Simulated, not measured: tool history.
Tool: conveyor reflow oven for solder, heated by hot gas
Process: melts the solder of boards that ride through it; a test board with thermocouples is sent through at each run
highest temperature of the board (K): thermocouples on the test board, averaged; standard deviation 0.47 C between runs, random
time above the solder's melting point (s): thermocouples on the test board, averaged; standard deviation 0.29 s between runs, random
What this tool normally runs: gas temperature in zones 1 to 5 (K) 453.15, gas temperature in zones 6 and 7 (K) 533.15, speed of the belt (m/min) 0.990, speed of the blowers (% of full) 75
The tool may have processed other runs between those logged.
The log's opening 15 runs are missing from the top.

run    hour  gas temperature in zones 1 to 5 (K)  gas temperature in zones 6 and 7 (K)  speed of the belt (m/min)  speed of the blowers (% of full)  highest temperature of the board (K)  time above the solder's melting point (s)
 16   763.5                               453.15                                543.15                      0.990                                75                                524.15                                       31.9
 17   811.8                               443.15                                525.15                      1.129                                82                                501.95                                       14.5
 18   892.2                               446.15                                525.15                      0.820                                82                                511.75                                       31.7
      904.8  -- flux residue cleaned out of gas plates and filters
 19   961.2                               447.15                                540.15                      0.984                                75                                522.35                                       31.2
 20  1018.3                               447.15                                540.15                      0.984                                75                                522.25                                       31.3
 21  1050.9                               446.15                                533.15                      0.971                                62                                513.95                                       27.0
 22  1111.7                               459.15                                534.15                      1.170                                76                                514.45                                       24.3
 23  1157.7                               462.15                                533.15                      0.990                                55                                514.15                                       29.8
 24  1203.2                               462.15                                533.15                      0.990                                55                                514.85                                       30.2
 25  1248.9                               462.15                                533.15                      0.990                                55                                514.65                                       29.8
 26  1297.5                               453.15                                542.15                      0.990                                67                                521.95                                       31.9
 27  1357.2                               453.15                                542.15                      0.990                                67                                522.45                                       32.2
 28  1422.0                               453.15                                533.15                      1.024                                75                                513.65                                       26.7
 29  1462.1                               448.15                                538.15                      1.083                                79                                515.35                                       25.2
 30  1539.2                               448.15                                538.15                      1.083                                79                                515.15                                       24.4

Alternative continuations, all from the tool just after run 30; predict every row:
  A  1572.5                               448.15                                531.15                      1.083                                79                                     ?                                          ?
  B  1572.5                               451.15                                538.15                      0.886                                89                                     ?                                          ?
  C  1572.5                               448.15                                539.15                      1.083                                79                                     ?                                          ?
  D  1572.5                               456.15                                538.15                      1.083                                79                                     ?                                          ?

run  highest temperature of the board (K)  time above the solder's melting point (s)
  A                                508.85                                       21.1
  B                                521.85                                       36.1
  C                                514.75                                       24.4
  D                                516.65                                       26.6
Without the tool's hidden state the same runs would have given:
run  highest temperature of the board (K)  time above the solder's melting point (s)
  A                                515.35                                       25.0
  B                                528.05                                       38.4
  C                                521.45                                       27.4
  D                                523.05                                       29.4
